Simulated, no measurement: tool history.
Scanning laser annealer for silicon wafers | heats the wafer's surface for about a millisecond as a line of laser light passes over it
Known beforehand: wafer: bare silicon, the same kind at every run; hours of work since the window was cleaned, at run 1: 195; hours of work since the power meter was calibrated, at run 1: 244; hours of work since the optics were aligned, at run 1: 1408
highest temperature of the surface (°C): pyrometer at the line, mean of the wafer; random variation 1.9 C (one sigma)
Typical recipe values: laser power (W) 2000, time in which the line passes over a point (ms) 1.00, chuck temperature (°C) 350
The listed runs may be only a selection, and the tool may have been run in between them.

run,hour,laser power (W),time in which the line passes over a point (ms),chuck temperature (°C),hours of work since the window was cleaned,hours of work since the power meter was calibrated,hours of work since the optics were aligned,highest temperature of the surface (°C)
1,0.0,2000,1.00,350,195,244,1408,1105
2,8.0,2000,1.00,350,201,250,1413,1109
3,14.4,2000,1.00,350,205,254,1418,1110
# hour 27.7: optics aligned, line set to its width
4,27.7,1708,1.00,350,211,260,0,1006
5,35.9,2000,1.00,350,217,266,6,1110
6,43.1,2000,1.00,350,222,271,11,1110
7,47.1,2000,1.00,350,224,273,13,1110
8,56.0,1845,0.83,320,231,279,19,955
9,64.4,1807,0.78,350,236,285,25,950
10,72.9,1807,0.99,350,242,291,31,1039
11,80.9,1873,0.97,389,248,297,37,1092
12,90.3,1873,0.97,389,254,303,43,1091
13,96.4,1873,0.97,389,258,307,47,1091

Each row is a separate what-if for the run after 13, all from the same tool condition, not one after another. Results?
A,104.2,1873,0.97,322,264,313,53,?
B,104.2,1941,1.01,350,264,313,53,?
C,104.2,1873,0.97,347,264,313,53,?
D,104.2,1821,0.72,350,264,313,53,?

run,highest temperature of the surface (°C)
A,1025
B,1094
C,1048
D,930
Without the tool's hidden state the same runs would have given:
run,highest temperature of the surface (°C)
A,1026
B,1095
C,1049
D,930

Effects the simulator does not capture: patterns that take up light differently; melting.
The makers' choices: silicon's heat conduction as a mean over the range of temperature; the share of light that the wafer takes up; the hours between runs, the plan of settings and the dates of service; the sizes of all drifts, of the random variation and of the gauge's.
